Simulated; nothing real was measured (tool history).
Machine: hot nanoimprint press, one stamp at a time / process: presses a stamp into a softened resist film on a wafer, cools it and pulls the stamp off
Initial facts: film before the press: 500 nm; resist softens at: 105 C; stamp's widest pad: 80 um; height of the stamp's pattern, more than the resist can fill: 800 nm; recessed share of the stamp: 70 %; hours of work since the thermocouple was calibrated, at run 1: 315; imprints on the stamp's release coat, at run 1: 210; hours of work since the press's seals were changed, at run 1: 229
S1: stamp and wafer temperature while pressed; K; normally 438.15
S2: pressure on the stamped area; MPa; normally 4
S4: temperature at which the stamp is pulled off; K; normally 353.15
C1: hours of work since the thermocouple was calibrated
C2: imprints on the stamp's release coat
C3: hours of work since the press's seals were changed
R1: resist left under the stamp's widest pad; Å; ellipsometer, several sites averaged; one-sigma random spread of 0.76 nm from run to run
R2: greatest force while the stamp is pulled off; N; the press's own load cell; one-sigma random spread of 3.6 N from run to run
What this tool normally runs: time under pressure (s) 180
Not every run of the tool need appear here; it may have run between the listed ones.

run 1 hour=0 | S1=438.15 S2=4 time_under_pressure_(s)=180 S4=353.15 | C1=315 C2=210 C3=229 | R1=2105 R2=225
run 2 hour=15.3 | S1=438.15 S2=4 time_under_pressure_(s)=180 S4=353.15 | C1=323 C2=265 C3=237 | R1=2110 R2=221
run 3 hour=24.4 | S1=438.15 S2=4 time_under_pressure_(s)=192 S4=353.15 | C1=328 C2=298 C3=242 | R1=2057 R2=213
run 4 hour=37.9 | S1=438.15 S2=4 time_under_pressure_(s)=192 S4=353.15 | C1=335 C2=347 C3=249 | R1=2056 R2=217
run 5 hour=52 | S1=438.15 S2=4 time_under_pressure_(s)=296 S4=353.15 | C1=342 C2=398 C3=256 | R1=1772 R2=221
run 6 hour=66.8 | S1=438.15 S2=4 time_under_pressure_(s)=180 S4=353.15 | C1=350 C2=452 C3=264 | R1=2108 R2=228
run 7 hour=76.6 | S1=438.15 S2=4 time_under_pressure_(s)=180 S4=353.15 | C1=355 C2=487 C3=269 | R1=2102 R2=222
run 8 hour=84.7 | S1=438.15 S2=4 time_under_pressure_(s)=180 S4=353.15 | C1=359 C2=517 C3=273 | R1=2108 R2=224
run 9 hour=101.5 | S1=438.15 S2=4 time_under_pressure_(s)=180 S4=345.15 | C1=368 C2=578 C3=282 | R1=2094 R2=256
run 10 hour=109.6 | S1=438.15 S2=4 time_under_pressure_(s)=180 S4=353.15 | C1=372 C2=607 C3=286 | R1=2100 R2=228
run 11 hour=124.6 | S1=438.15 S2=4 time_under_pressure_(s)=180 S4=349.15 | C1=380 C2=662 C3=294 | R1=2091 R2=239
run 12 hour=139.9 | S1=438.15 S2=4 time_under_pressure_(s)=180 S4=353.15 | C1=388 C2=717 C3=301 | R1=2102 R2=232
run 13 hour=148.7 | S1=438.15 S2=4 time_under_pressure_(s)=180 S4=353.15 | C1=392 C2=749 C3=306 | R1=2088 R2=229
run 14 hour=160.9 | S1=438.15 S2=4 time_under_pressure_(s)=180 S4=353.15 | C1=398 C2=794 C3=312 | R1=2100 R2=235
run 15 hour=176.2 | S1=438.15 S2=4 time_under_pressure_(s)=225 S4=353.15 | C1=406 C2=849 C3=320 | R1=1926 R2=237
-- hour=180 plate thermocouple calibrated
run 16 hour=194.9 | S1=434.15 S2=4 time_under_pressure_(s)=108 S4=349.15 | C1=8 C2=906 C3=328 | R1=2778 R2=251
-- hour=211.2 plate thermocouple calibrated, once more
run 17 hour=212 | S1=434.15 S2=4 time_under_pressure_(s)=108 S4=349.15 | C1=0 C2=957 C3=336 | R1=3051 R2=257
run 18 hour=221 | S1=436.15 S2=3.73 time_under_pressure_(s)=108 S4=348.15 | C1=5 C2=990 C3=340 | R1=2917 R2=274
run 19 hour=238.7 | S1=433.15 S2=4 time_under_pressure_(s)=180 S4=347.15 | C1=14 C2=1054 C3=349 | R1=2728 R2=277
run 20 hour=256.2 | S1=444.15 S2=4 time_under_pressure_(s)=180 S4=353.15 | C1=23 C2=1118 C3=358 | R1=1730 R2=251
run 21 hour=273.3 | S1=444.15 S2=4 time_under_pressure_(s)=180 S4=353.15 | C1=32 C2=1180 C3=367 | R1=1731 R2=250
run 22 hour=280.8 | S1=442.15 S2=4.51 time_under_pressure_(s)=323 S4=355.15 | C1=36 C2=1207 C3=371 | R1=1420 R2=245
run 23 hour=296.2 | S1=442.15 S2=2.4 time_under_pressure_(s)=245 S4=356.15 | C1=44 C2=1263 C3=379 | R1=2252 R2=242
run 24 hour=313.6 | S1=429.15 S2=2.97 time_under_pressure_(s)=138 S4=350.15 | C1=53 C2=1326 C3=388 | R1=3802 R2=261
run 25 hour=329.8 | S1=438.15 S2=4.56 time_under_pressure_(s)=109 S4=350.15 | C1=61 C2=1385 C3=396 | R1=2420 R2=271
run 26 hour=341 | S1=438.15 S2=2.65 time_under_pressure_(s)=244 S4=350.15 | C1=67 C2=1426 C3=402 | R1=2499 R2=272
run 27 hour=355.5 | S1=438.15 S2=4 time_under_pressure_(s)=180 S4=343.15 | C1=74 C2=1478 C3=410 | R1=2203 R2=310
-- hour=362.9 stamp cleaned and given a new release coat
run 28 hour=377.5 | S1=438.15 S2=4 time_under_pressure_(s)=180 S4=343.15 | C1=83 C2=53 C3=418 | R1=2193 R2=260
run 29 hour=386.4 | S1=430.15 S2=4.24 time_under_pressure_(s)=180 S4=343.15 | C1=87 C2=86 C3=422 | R1=2994 R2=254
run 30 hour=394.8 | S1=438.15 S2=4.87 time_under_pressure_(s)=176 S4=349.15 | C1=92 C2=116 C3=427 | R1=1983 R2=239

Measured less the same run without the tool's hidden state. The same run-to-run variation is in both; the gauge's scatter may not be:
Hidden state present: true temperature over the reading, C; pressure that arrives at the usual setting, %; grip of the stamp's worn release coat, % over a new coat's; drift of the gauge itself on residual_nm, %; drift of the gauge itself on pull_off_n, %.
run=1 R1=-90 R2=+2
run=2 R1=-93 R2=+2
run=3 R1=-91 R2=+3
run=4 R1=-93 R2=+4
run=5 R1=-84 R2=+6
run=6 R1=-99 R2=+8
run=7 R1=-99 R2=+8
run=8 R1=-100 R2=+10
run=9 R1=-102 R2=+13
run=10 R1=-103 R2=+12
run=11 R1=-105 R2=+14
run=12 R1=-107 R2=+15
run=13 R1=-108 R2=+16
run=14 R1=-109 R2=+17
run=15 R1=-104 R2=+19
run=16 R1=-207 R2=+19
run=17 R1=+31 R2=+30
run=18 R1=+28 R2=+33
run=19 R1=+26 R2=+35
run=20 R1=+20 R2=+34
run=21 R1=+18 R2=+35
run=22 R1=+18 R2=+35
run=23 R1=+2 R2=+36
run=24 R1=+0 R2=+40
run=25 R1=+21 R2=+43
run=26 R1=-3 R2=+44
run=27 R1=+11 R2=+52
run=28 R1=+8 R2=+0
run=29 R1=+6 R2=+2
run=30 R1=+15 R2=+2
